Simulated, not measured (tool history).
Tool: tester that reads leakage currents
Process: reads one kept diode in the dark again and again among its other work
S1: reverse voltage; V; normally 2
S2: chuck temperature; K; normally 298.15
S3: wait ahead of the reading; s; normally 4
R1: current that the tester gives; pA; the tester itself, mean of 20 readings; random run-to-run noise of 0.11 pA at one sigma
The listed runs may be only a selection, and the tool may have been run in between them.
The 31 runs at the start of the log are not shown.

{"run": 32, "hour": 1049.5, "S1": 2, "S2": 326.15, "S3": 8.97, "R1": 297.88}
{"run": 33, "hour": 1092.9, "S1": 3.47, "S2": 326.15, "S3": 1.07, "R1": 369.7}
{"run": 34, "hour": 1134.6, "S1": 3.47, "S2": 326.15, "S3": 1.07, "R1": 370.24}
{"run": 35, "hour": 1181.8, "S1": 3.47, "S2": 326.15, "S3": 1.07, "R1": 370.42}
{"run": 36, "hour": 1226.2, "S1": 4.12, "S2": 308.15, "S3": 2.47, "R1": 101.42}
{"run": 37, "hour": 1255.9, "S1": 4.92, "S2": 302.15, "S3": 3.92, "R1": 66.44}
{"run": 38, "hour": 1294.4, "S1": 5.42, "S2": 311.15, "S3": 3.92, "R1": 143.72}
{"run": 39, "hour": 1330.0, "S1": 2, "S2": 313.15, "S3": 2.67, "R1": 112.57}

3 options for the next run, each taken on its own from the tool as it stands now. Forecast them:
{"run": "A", "hour": 1349.4, "S1": 2, "S2": 332.15, "S3": 2.17, "R1": "?"}
{"run": "B", "hour": 1349.4, "S1": 7.76, "S2": 313.15, "S3": 2.67, "R1": "?"}
{"run": "C", "hour": 1349.4, "S1": 14.46, "S2": 314.15, "S3": 0.65, "R1": "?"}

run=A R1=453.97
run=B R1=192.99
run=C R1=266.88
What these runs would have given with no unlogged condition in the tool:
run=A R1=453.74
run=B R1=192.87
run=C R1=266.7
